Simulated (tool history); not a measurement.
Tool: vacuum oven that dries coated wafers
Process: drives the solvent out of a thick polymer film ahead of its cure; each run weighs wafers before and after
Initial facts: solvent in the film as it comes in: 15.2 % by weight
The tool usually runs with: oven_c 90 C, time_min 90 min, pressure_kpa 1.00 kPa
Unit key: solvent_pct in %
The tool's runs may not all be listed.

{"run": 1, "hour": 0.0, "oven_c": 90, "time_min": 90, "pressure_kpa": 1.0, "solvent_pct": 1.39}
{"run": 2, "hour": 13.5, "oven_c": 90, "time_min": 90, "pressure_kpa": 1.0, "solvent_pct": 1.36}
{"run": 3, "hour": 31.8, "oven_c": 92, "time_min": 90, "pressure_kpa": 1.0, "solvent_pct": 1.12}
{"run": 4, "hour": 51.0, "oven_c": 92, "time_min": 90, "pressure_kpa": 1.0, "solvent_pct": 1.14}
{"run": 5, "hour": 60.1, "oven_c": 92, "time_min": 90, "pressure_kpa": 1.0, "solvent_pct": 1.12}
{"run": 6, "hour": 77.0, "oven_c": 92, "time_min": 90, "pressure_kpa": 1.0, "solvent_pct": 1.17}
{"run": 7, "hour": 93.5, "oven_c": 78, "time_min": 90, "pressure_kpa": 1.0, "solvent_pct": 3.85}
{"run": 8, "hour": 112.9, "oven_c": 78, "time_min": 90, "pressure_kpa": 1.0, "solvent_pct": 3.89}
{"run": 9, "hour": 126.8, "oven_c": 78, "time_min": 90, "pressure_kpa": 1.0, "solvent_pct": 3.84}
{"run": 10, "hour": 137.7, "oven_c": 91, "time_min": 90, "pressure_kpa": 1.0, "solvent_pct": 1.28}
{"run": 11, "hour": 157.0, "oven_c": 91, "time_min": 90, "pressure_kpa": 1.0, "solvent_pct": 1.3}
{"run": 12, "hour": 166.5, "oven_c": 91, "time_min": 90, "pressure_kpa": 1.0, "solvent_pct": 1.28}
{"run": 13, "hour": 183.7, "oven_c": 90, "time_min": 90, "pressure_kpa": 0.77, "solvent_pct": 1.31}
{"run": 14, "hour": 200.6, "oven_c": 90, "time_min": 90, "pressure_kpa": 0.77, "solvent_pct": 1.29}
{"run": 15, "hour": 218.7, "oven_c": 95, "time_min": 90, "pressure_kpa": 1.0, "solvent_pct": 0.86}
{"run": 16, "hour": 228.9, "oven_c": 95, "time_min": 90, "pressure_kpa": 1.0, "solvent_pct": 0.92}
{"run": 17, "hour": 244.7, "oven_c": 95, "time_min": 90, "pressure_kpa": 1.0, "solvent_pct": 0.89}
{"run": 18, "hour": 255.4, "oven_c": 95, "time_min": 90, "pressure_kpa": 1.0, "solvent_pct": 0.9}
{"run": 19, "hour": 275.7, "oven_c": 95, "time_min": 90, "pressure_kpa": 1.0, "solvent_pct": 0.9}
{"run": 20, "hour": 296.0, "oven_c": 95, "time_min": 90, "pressure_kpa": 1.0, "solvent_pct": 0.88}
{"run": 21, "hour": 307.6, "oven_c": 95, "time_min": 160, "pressure_kpa": 1.0, "solvent_pct": 0.57}
{"hour": 323.2, "done": "oven's thermocouples calibrated"}
{"run": 22, "hour": 323.2, "oven_c": 95, "time_min": 160, "pressure_kpa": 1.0, "solvent_pct": 0.52}
{"run": 23, "hour": 332.3, "oven_c": 90, "time_min": 90, "pressure_kpa": 1.0, "solvent_pct": 1.16}
{"run": 24, "hour": 351.7, "oven_c": 88, "time_min": 46, "pressure_kpa": 1.09, "solvent_pct": 3.6}
{"run": 25, "hour": 370.8, "oven_c": 79, "time_min": 108, "pressure_kpa": 2.19, "solvent_pct": 3.32}
{"run": 26, "hour": 382.7, "oven_c": 87, "time_min": 131, "pressure_kpa": 2.52, "solvent_pct": 1.81}
{"run": 27, "hour": 399.3, "oven_c": 102, "time_min": 46, "pressure_kpa": 1.03, "solvent_pct": 1.07}
{"run": 28, "hour": 414.1, "oven_c": 102, "time_min": 83, "pressure_kpa": 2.18, "solvent_pct": 0.86}
{"run": 29, "hour": 425.6, "oven_c": 87, "time_min": 90, "pressure_kpa": 0.76, "solvent_pct": 1.43}
{"run": 30, "hour": 437.7, "oven_c": 87, "time_min": 90, "pressure_kpa": 0.76, "solvent_pct": 1.43}
{"run": 31, "hour": 457.4, "oven_c": 87, "time_min": 90, "pressure_kpa": 0.76, "solvent_pct": 1.44}
{"run": 32, "hour": 472.5, "oven_c": 87, "time_min": 90, "pressure_kpa": 1.33, "solvent_pct": 1.73}
{"run": 33, "hour": 492.8, "oven_c": 87, "time_min": 90, "pressure_kpa": 1.33, "solvent_pct": 1.74}
{"run": 34, "hour": 511.7, "oven_c": 84, "time_min": 48, "pressure_kpa": 1.45, "solvent_pct": 4.67}
{"run": 35, "hour": 526.0, "oven_c": 88, "time_min": 47, "pressure_kpa": 0.55, "solvent_pct": 3.3}
{"run": 36, "hour": 544.6, "oven_c": 76, "time_min": 48, "pressure_kpa": 1.94, "solvent_pct": 6.97}
{"run": 37, "hour": 558.8, "oven_c": 92, "time_min": 76, "pressure_kpa": 2.55, "solvent_pct": 2.02}
{"run": 38, "hour": 578.5, "oven_c": 92, "time_min": 76, "pressure_kpa": 2.55, "solvent_pct": 2.0}
{"run": 39, "hour": 594.4, "oven_c": 85, "time_min": 160, "pressure_kpa": 0.92, "solvent_pct": 0.94}
{"run": 40, "hour": 612.6, "oven_c": 87, "time_min": 90, "pressure_kpa": 1.0, "solvent_pct": 1.67}
{"run": 41, "hour": 622.2, "oven_c": 87, "time_min": 127, "pressure_kpa": 2.63, "solvent_pct": 1.96}
{"run": 42, "hour": 640.7, "oven_c": 87, "time_min": 127, "pressure_kpa": 2.63, "solvent_pct": 1.98}
{"run": 43, "hour": 651.5, "oven_c": 87, "time_min": 57, "pressure_kpa": 2.63, "solvent_pct": 3.86}
{"run": 44, "hour": 672.0, "oven_c": 85, "time_min": 90, "pressure_kpa": 0.53, "solvent_pct": 1.63}
{"run": 45, "hour": 684.9, "oven_c": 85, "time_min": 90, "pressure_kpa": 0.53, "solvent_pct": 1.67}
{"run": 46, "hour": 696.2, "oven_c": 84, "time_min": 90, "pressure_kpa": 1.0, "solvent_pct": 2.17}

Here are 5 independent what-if runs from the current tool condition. What would each one return?
{"run": "A", "hour": 715.0, "oven_c": 84, "time_min": 90, "pressure_kpa": 3.6, "solvent_pct": "?"}
{"run": "B", "hour": 715.0, "oven_c": 90, "time_min": 90, "pressure_kpa": 0.51, "solvent_pct": "?"}
{"run": "C", "hour": 715.0, "oven_c": 90, "time_min": 47, "pressure_kpa": 1.2, "solvent_pct": "?"}
{"run": "D", "hour": 715.0, "oven_c": 88, "time_min": 146, "pressure_kpa": 0.69, "solvent_pct": "?"}
{"run": "E", "hour": 715.0, "oven_c": 90, "time_min": 90, "pressure_kpa": 2.75, "solvent_pct": "?"}

run=A solvent_pct=3.78
run=B solvent_pct=1.07
run=C solvent_pct=3.28
run=D solvent_pct=0.68
run=E solvent_pct=2.16
Without the tool's unlogged condition, the same runs would have read:
run=A solvent_pct=3.42
run=B solvent_pct=0.85
run=C solvent_pct=2.97
run=D solvent_pct=0.50
run=E solvent_pct=1.91
